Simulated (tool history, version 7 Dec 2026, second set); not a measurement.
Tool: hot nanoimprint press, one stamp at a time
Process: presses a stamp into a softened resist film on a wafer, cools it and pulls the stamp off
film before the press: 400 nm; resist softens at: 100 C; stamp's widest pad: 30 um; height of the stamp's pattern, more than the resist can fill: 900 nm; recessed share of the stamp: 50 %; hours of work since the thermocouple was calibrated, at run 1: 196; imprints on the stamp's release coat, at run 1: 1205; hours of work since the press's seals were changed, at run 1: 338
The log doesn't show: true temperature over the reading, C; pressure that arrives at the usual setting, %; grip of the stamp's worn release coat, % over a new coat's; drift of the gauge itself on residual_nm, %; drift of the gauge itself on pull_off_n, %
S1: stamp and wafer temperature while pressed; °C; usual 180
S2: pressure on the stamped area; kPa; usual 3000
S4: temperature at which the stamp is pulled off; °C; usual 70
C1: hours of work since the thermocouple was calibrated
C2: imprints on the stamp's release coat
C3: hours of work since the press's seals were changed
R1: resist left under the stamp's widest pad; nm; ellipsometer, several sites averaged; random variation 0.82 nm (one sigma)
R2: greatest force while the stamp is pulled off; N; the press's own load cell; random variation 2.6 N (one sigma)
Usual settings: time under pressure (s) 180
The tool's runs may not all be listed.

{"run": 1, "day": 0.0, "S1": 180, "S2": 3000, "time under pressure (s)": 180, "S4": 70, "C1": 196, "C2": 1205, "C3": 338, "R1": 243.4, "R2": 129}
{"run": 2, "day": 0.396, "S1": 180, "S2": 3000, "time under pressure (s)": 180, "S4": 70, "C1": 203, "C2": 1252, "C3": 346, "R1": 243.5, "R2": 132}
{"run": 3, "day": 0.779, "S1": 180, "S2": 3000, "time under pressure (s)": 180, "S4": 78, "C1": 210, "C2": 1297, "C3": 353, "R1": 241.1, "R2": 122}
{"run": 4, "day": 1.012, "S1": 180, "S2": 3000, "time under pressure (s)": 180, "S4": 78, "C1": 215, "C2": 1324, "C3": 358, "R1": 243.3, "R2": 125}
{"run": 5, "day": 1.425, "S1": 180, "S2": 3000, "time under pressure (s)": 180, "S4": 68, "C1": 223, "C2": 1373, "C3": 365, "R1": 243.3, "R2": 142}
{"run": 6, "day": 1.775, "S1": 192, "S2": 3000, "time under pressure (s)": 180, "S4": 70, "C1": 229, "C2": 1414, "C3": 372, "R1": 163.9, "R2": 139}
{"run": 7, "day": 2.162, "S1": 192, "S2": 3000, "time under pressure (s)": 180, "S4": 70, "C1": 237, "C2": 1460, "C3": 380, "R1": 162, "R2": 137}
{"day": 2.317, "done": "plate thermocouple calibrated"}
{"run": 8, "day": 2.517, "S1": 180, "S2": 3000, "time under pressure (s)": 180, "S4": 70, "C1": 4, "C2": 1487, "C3": 384, "R1": 245.8, "R2": 142}
{"run": 9, "day": 2.738, "S1": 180, "S2": 3000, "time under pressure (s)": 180, "S4": 61, "C1": 8, "C2": 1513, "C3": 388, "R1": 245, "R2": 156}
{"day": 3.271, "done": "stamp cleaned and given a new release coat"}
{"run": 10, "day": 3.45, "S1": 180, "S2": 3000, "time under pressure (s)": 180, "S4": 61, "C1": 17, "C2": 21, "C3": 397, "R1": 245.9, "R2": 138}
{"run": 11, "day": 3.733, "S1": 180, "S2": 3000, "time under pressure (s)": 180, "S4": 61, "C1": 22, "C2": 55, "C3": 402, "R1": 246, "R2": 136}
{"run": 12, "day": 3.954, "S1": 180, "S2": 3000, "time under pressure (s)": 108, "S4": 70, "C1": 26, "C2": 81, "C3": 407, "R1": 283.3, "R2": 120}
{"run": 13, "day": 4.321, "S1": 180, "S2": 3000, "time under pressure (s)": 108, "S4": 70, "C1": 33, "C2": 124, "C3": 414, "R1": 282.8, "R2": 125}
{"day": 4.483, "done": "plate thermocouple calibrated, once more"}
{"run": 14, "day": 4.742, "S1": 180, "S2": 2040, "time under pressure (s)": 180, "S4": 70, "C1": 5, "C2": 159, "C3": 419, "R1": 270.4, "R2": 123}
{"run": 15, "day": 5.075, "S1": 180, "S2": 2240, "time under pressure (s)": 152, "S4": 70, "C1": 11, "C2": 198, "C3": 426, "R1": 276.5, "R2": 119}
{"run": 16, "day": 5.325, "S1": 180, "S2": 2240, "time under pressure (s)": 152, "S4": 70, "C1": 16, "C2": 227, "C3": 430, "R1": 275.7, "R2": 118}
{"run": 17, "day": 5.646, "S1": 178, "S2": 3000, "time under pressure (s)": 273, "S4": 77, "C1": 22, "C2": 265, "C3": 437, "R1": 224.2, "R2": 110}
{"run": 18, "day": 6.033, "S1": 180, "S2": 3000, "time under pressure (s)": 180, "S4": 67, "C1": 30, "C2": 311, "C3": 444, "R1": 240.3, "R2": 126}
{"run": 19, "day": 6.238, "S1": 189, "S2": 3000, "time under pressure (s)": 180, "S4": 62, "C1": 33, "C2": 335, "C3": 448, "R1": 177, "R2": 137}
{"run": 20, "day": 6.483, "S1": 189, "S2": 3000, "time under pressure (s)": 180, "S4": 62, "C1": 38, "C2": 364, "C3": 452, "R1": 178.6, "R2": 136}
{"run": 21, "day": 6.862, "S1": 189, "S2": 3000, "time under pressure (s)": 180, "S4": 62, "C1": 45, "C2": 408, "C3": 460, "R1": 179.3, "R2": 134}
{"run": 22, "day": 7.254, "S1": 190, "S2": 3230, "time under pressure (s)": 100, "S4": 70, "C1": 53, "C2": 454, "C3": 467, "R1": 209.5, "R2": 125}

Forecast each of these 3 alternatives for the next run:
{"run": "A", "day": 7.671, "S1": 190, "S2": 3450, "time under pressure (s)": 100, "S4": 62, "C1": 61, "C2": 503, "C3": 475, "R1": "?", "R2": "?"}
{"run": "B", "day": 7.671, "S1": 190, "S2": 3230, "time under pressure (s)": 151, "S4": 70, "C1": 61, "C2": 503, "C3": 475, "R1": "?", "R2": "?"}
{"run": "C", "day": 7.671, "S1": 185, "S2": 1830, "time under pressure (s)": 100, "S4": 63, "C1": 61, "C2": 503, "C3": 475, "R1": "?", "R2": "?"}

run=A R1=205.2 R2=133
run=B R1=180.9 R2=130
run=C R1=287.3 R2=135
Without the tool's hidden state the same runs would have given:
run=A R1=203.5 R2=126
run=B R1=179.3 R2=123
run=C R1=286.1 R2=128
